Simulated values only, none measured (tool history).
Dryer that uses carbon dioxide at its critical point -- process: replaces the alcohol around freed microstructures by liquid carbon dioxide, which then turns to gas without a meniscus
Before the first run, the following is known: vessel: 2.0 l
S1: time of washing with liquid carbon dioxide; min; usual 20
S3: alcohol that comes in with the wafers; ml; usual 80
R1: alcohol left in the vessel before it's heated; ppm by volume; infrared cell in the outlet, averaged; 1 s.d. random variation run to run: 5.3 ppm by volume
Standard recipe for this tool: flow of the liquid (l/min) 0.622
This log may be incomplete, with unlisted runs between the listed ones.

{"run": 1, "hour": 0.0, "S1": 20, "flow of the liquid (l/min)": 0.622, "S3": 80, "R1": 288}
{"run": 2, "hour": 11.7, "S1": 20, "flow of the liquid (l/min)": 0.622, "S3": 80, "R1": 297}
{"run": 3, "hour": 34.2, "S1": 20, "flow of the liquid (l/min)": 0.622, "S3": 80, "R1": 295}
{"run": 4, "hour": 56.9, "S1": 20, "flow of the liquid (l/min)": 0.622, "S3": 80, "R1": 300}
{"run": 5, "hour": 83.7, "S1": 18, "flow of the liquid (l/min)": 0.622, "S3": 80, "R1": 474}
{"run": 6, "hour": 107.4, "S1": 18, "flow of the liquid (l/min)": 0.622, "S3": 80, "R1": 497}
{"run": 7, "hour": 122.8, "S1": 20, "flow of the liquid (l/min)": 0.844, "S3": 80, "R1": 125}
{"run": 8, "hour": 135.1, "S1": 20, "flow of the liquid (l/min)": 0.844, "S3": 80, "R1": 127}
{"run": 9, "hour": 149.6, "S1": 20, "flow of the liquid (l/min)": 0.844, "S3": 80, "R1": 119}
{"run": 10, "hour": 168.7, "S1": 20, "flow of the liquid (l/min)": 0.622, "S3": 80, "R1": 346}
{"run": 11, "hour": 196.0, "S1": 20, "flow of the liquid (l/min)": 0.622, "S3": 80, "R1": 358}
{"run": 12, "hour": 216.4, "S1": 20, "flow of the liquid (l/min)": 0.622, "S3": 80, "R1": 372}
{"run": 13, "hour": 235.4, "S1": 20, "flow of the liquid (l/min)": 0.622, "S3": 80, "R1": 364}
{"run": 14, "hour": 248.4, "S1": 20, "flow of the liquid (l/min)": 0.622, "S3": 80, "R1": 377}
{"run": 15, "hour": 265.7, "S1": 20, "flow of the liquid (l/min)": 0.622, "S3": 80, "R1": 394}
{"run": 16, "hour": 284.4, "S1": 18, "flow of the liquid (l/min)": 0.622, "S3": 80, "R1": 570}
{"run": 17, "hour": 297.5, "S1": 20, "flow of the liquid (l/min)": 0.622, "S3": 75, "R1": 386}
{"run": 18, "hour": 314.7, "S1": 20, "flow of the liquid (l/min)": 0.622, "S3": 80, "R1": 396}
{"run": 19, "hour": 337.7, "S1": 20, "flow of the liquid (l/min)": 0.463, "S3": 80, "R1": 1247}
{"run": 20, "hour": 365.9, "S1": 20, "flow of the liquid (l/min)": 0.622, "S3": 34, "R1": 156}
{"run": 21, "hour": 387.6, "S1": 20, "flow of the liquid (l/min)": 0.622, "S3": 80, "R1": 232}
{"run": 22, "hour": 403.7, "S1": 20, "flow of the liquid (l/min)": 0.622, "S3": 80, "R1": 238}
{"run": 23, "hour": 421.0, "S1": 20, "flow of the liquid (l/min)": 0.622, "S3": 80, "R1": 240}
{"run": 24, "hour": 445.0, "S1": 13, "flow of the liquid (l/min)": 0.622, "S3": 80, "R1": 1062}
{"run": 25, "hour": 465.7, "S1": 13, "flow of the liquid (l/min)": 0.622, "S3": 80, "R1": 1099}
{"run": 26, "hour": 487.5, "S1": 13, "flow of the liquid (l/min)": 0.622, "S3": 80, "R1": 1128}
{"run": 27, "hour": 508.2, "S1": 20, "flow of the liquid (l/min)": 0.654, "S3": 74, "R1": 210}
{"run": 28, "hour": 523.4, "S1": 20, "flow of the liquid (l/min)": 0.654, "S3": 74, "R1": 226}
{"run": 29, "hour": 550.6, "S1": 22, "flow of the liquid (l/min)": 0.647, "S3": 113, "R1": 215}
{"run": 30, "hour": 572.5, "S1": 29, "flow of the liquid (l/min)": 0.532, "S3": 35, "R1": 148}
{"run": 31, "hour": 590.0, "S1": 21, "flow of the liquid (l/min)": 0.687, "S3": 45, "R1": 180}
{"run": 32, "hour": 613.2, "S1": 20, "flow of the liquid (l/min)": 0.422, "S3": 45, "R1": 706}
{"run": 33, "hour": 639.9, "S1": 27, "flow of the liquid (l/min)": 0.571, "S3": 80, "R1": 183}
{"run": 34, "hour": 656.3, "S1": 27, "flow of the liquid (l/min)": 0.571, "S3": 80, "R1": 192}
{"run": 35, "hour": 680.9, "S1": 27, "flow of the liquid (l/min)": 0.571, "S3": 80, "R1": 190}
{"run": 36, "hour": 702.1, "S1": 26, "flow of the liquid (l/min)": 0.517, "S3": 79, "R1": 248}
{"run": 37, "hour": 718.3, "S1": 26, "flow of the liquid (l/min)": 0.517, "S3": 79, "R1": 260}
{"run": 38, "hour": 739.6, "S1": 26, "flow of the liquid (l/min)": 0.517, "S3": 79, "R1": 262}
{"run": 39, "hour": 753.0, "S1": 20, "flow of the liquid (l/min)": 0.903, "S3": 80, "R1": 159}
{"run": 40, "hour": 771.4, "S1": 20, "flow of the liquid (l/min)": 0.903, "S3": 80, "R1": 170}
{"run": 41, "hour": 789.4, "S1": 18, "flow of the liquid (l/min)": 0.622, "S3": 80, "R1": 452}
{"run": 42, "hour": 817.1, "S1": 18, "flow of the liquid (l/min)": 0.393, "S3": 80, "R1": 2179}
{"run": 43, "hour": 843.8, "S1": 28, "flow of the liquid (l/min)": 0.716, "S3": 102, "R1": 169}
{"run": 44, "hour": 873.2, "S1": 15, "flow of the liquid (l/min)": 0.918, "S3": 41, "R1": 51}
{"run": 45, "hour": 888.5, "S1": 20, "flow of the liquid (l/min)": 0.683, "S3": 50, "R1": 87}
{"run": 46, "hour": 907.1, "S1": 21, "flow of the liquid (l/min)": 0.699, "S3": 39, "R1": 52}
{"run": 47, "hour": 918.5, "S1": 21, "flow of the liquid (l/min)": 0.485, "S3": 99, "R1": 679}

Withheld: 2 entries from between the runs. Position of each, and hidden state at the listed run before versus the listed run after:
After run 19, before run 20: inlet filter changed (hour 343.1)
  flow that reaches the vessel past the clogged filter, %: 82.8 -> 98.9; alcohol in the recycled carbon dioxide, ppm: 105.2 -> 108.4
  what was measured, less what the result would be without the hidden state, R1: +699 -> +108 ppm by volume
After run 43, before run 44: purifier's bed changed (hour 854.6)
  flow that reaches the vessel past the clogged filter, %: 91.6 -> 91.1; alcohol in the recycled carbon dioxide, ppm: 164.8 -> 7.4
  what was measured, less what the result would be without the hidden state, R1: +166 -> +23 ppm by volume

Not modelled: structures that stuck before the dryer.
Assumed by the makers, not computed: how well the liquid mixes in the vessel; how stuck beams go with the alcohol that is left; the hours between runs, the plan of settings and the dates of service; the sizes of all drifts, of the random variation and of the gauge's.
